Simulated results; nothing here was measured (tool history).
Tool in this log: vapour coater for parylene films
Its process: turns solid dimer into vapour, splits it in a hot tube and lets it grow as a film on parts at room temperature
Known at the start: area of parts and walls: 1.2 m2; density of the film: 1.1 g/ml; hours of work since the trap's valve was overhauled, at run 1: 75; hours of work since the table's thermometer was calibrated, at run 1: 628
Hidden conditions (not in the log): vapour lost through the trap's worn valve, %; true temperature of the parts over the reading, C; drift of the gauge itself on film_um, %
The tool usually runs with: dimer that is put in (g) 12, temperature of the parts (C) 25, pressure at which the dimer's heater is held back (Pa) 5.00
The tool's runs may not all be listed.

run,hour,dimer that is put in (g),temperature of the parts (C),pressure at which the dimer's heater is held back (Pa),hours of work since the trap's valve was overhauled,hours of work since the table's thermometer was calibrated,thickness of the film (µm)
1,0.0,12,25,5.00,75,628,5.35
2,63.1,12,25,5.00,104,657,5.31
3,116.9,12,25,5.00,128,682,5.25
4,180.1,12,22,5.00,157,711,5.77
5,219.0,12,22,9.39,175,728,4.96
6,254.0,12,22,9.39,191,745,4.94
7,287.2,20,25,5.00,207,760,8.71
8,332.7,12,25,2.29,227,781,6.25
9,364.8,12,25,2.29,242,795,6.24
10,411.9,12,25,2.29,264,817,6.28
11,471.6,12,25,2.29,291,845,6.17
12,526.0,12,25,2.29,316,870,6.17
13,589.9,12,25,2.29,346,899,6.14

Here are 4 independent what-if runs from the current tool condition. What would each one return?
A,637.2,12,25,3.14,367,921,?
B,637.2,22,32,8.20,367,921,?
C,637.2,8,23,2.63,367,921,?
D,637.2,12,17,2.29,367,921,?

run,thickness of the film (µm)
A,5.65
B,6.79
C,4.19
D,7.70
What these runs would have given with no unlogged condition in the tool:
run,thickness of the film (µm)
A,6.05
B,7.26
C,4.48
D,8.24
